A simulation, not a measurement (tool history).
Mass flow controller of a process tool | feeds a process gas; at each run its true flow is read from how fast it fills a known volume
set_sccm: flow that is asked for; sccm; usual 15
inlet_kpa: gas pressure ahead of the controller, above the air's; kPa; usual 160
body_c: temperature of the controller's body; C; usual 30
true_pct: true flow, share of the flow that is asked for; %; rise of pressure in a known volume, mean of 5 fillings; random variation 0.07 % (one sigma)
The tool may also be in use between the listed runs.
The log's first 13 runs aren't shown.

| run | hour | set_sccm | inlet_kpa | body_c | hours of work since the controller was set to zero | hours of work since the controller was changed | true_pct |
|---|---|---|---|---|---|---|---|
| 14 | 1783.5 | 15 | 160 | 30 | 3121 | 3121 | 96.49 |
| 15 | 1915.1 | 15 | 160 | 30 | 3171 | 3171 | 96.44 |
| 16 | 1997.6 | 15 | 160 | 30 | 3203 | 3203 | 96.50 |
| 17 | 2103.1 | 15 | 160 | 30 | 3243 | 3243 | 96.48 |
| 18 | 2281.7 | 15 | 160 | 30 | 3311 | 3311 | 96.36 |
| 19 | 2450.7 | 15 | 160 | 30 | 3375 | 3375 | 96.32 |
| 20 | 2639.1 | 15 | 160 | 20 | 3447 | 3447 | 97.05 |
| 21 | 2800.3 | 15 | 160 | 20 | 3508 | 3508 | 96.96 |
| 22 | 2932.0 | 15 | 160 | 20 | 3559 | 3559 | 96.90 |
| 23 | 3042.5 | 15 | 160 | 20 | 3601 | 3601 | 96.71 |
| 24 | 3211.5 | 15 | 160 | 20 | 3665 | 3665 | 96.78 |
| 25 | 3316.3 | 15 | 151 | 22 | 3705 | 3705 | 96.55 |
| 26 | 3476.0 | 10 | 144 | 30 | 3766 | 3766 | 95.29 |
| 27 | 3656.3 | 20 | 166 | 30 | 3835 | 3835 | 96.02 |
| 28 | 3810.3 | 25 | 265 | 23 | 3893 | 3893 | 97.32 |
| 29 | 3969.9 | 9 | 160 | 34 | 3954 | 3954 | 94.84 |
| 30 | 4053.0 | 9 | 160 | 34 | 3986 | 3986 | 94.96 |
| 31 | 4143.8 | 15 | 160 | 38 | 4020 | 4020 | 94.70 |
| 32 | 4298.4 | 15 | 160 | 38 | 4079 | 4079 | 94.62 |
| 33 | 4428.2 | 15 | 145 | 38 | 4129 | 4129 | 94.48 |

Run 34 comes next. What will it give?
| 34 | 4537.8 | 17 | 145 | 35 | 4170 | 4170 | ? |

Run 34 gave true_pct 94.85 %.
Without the tool's hidden state the same run would have given true_pct 97.04 %.

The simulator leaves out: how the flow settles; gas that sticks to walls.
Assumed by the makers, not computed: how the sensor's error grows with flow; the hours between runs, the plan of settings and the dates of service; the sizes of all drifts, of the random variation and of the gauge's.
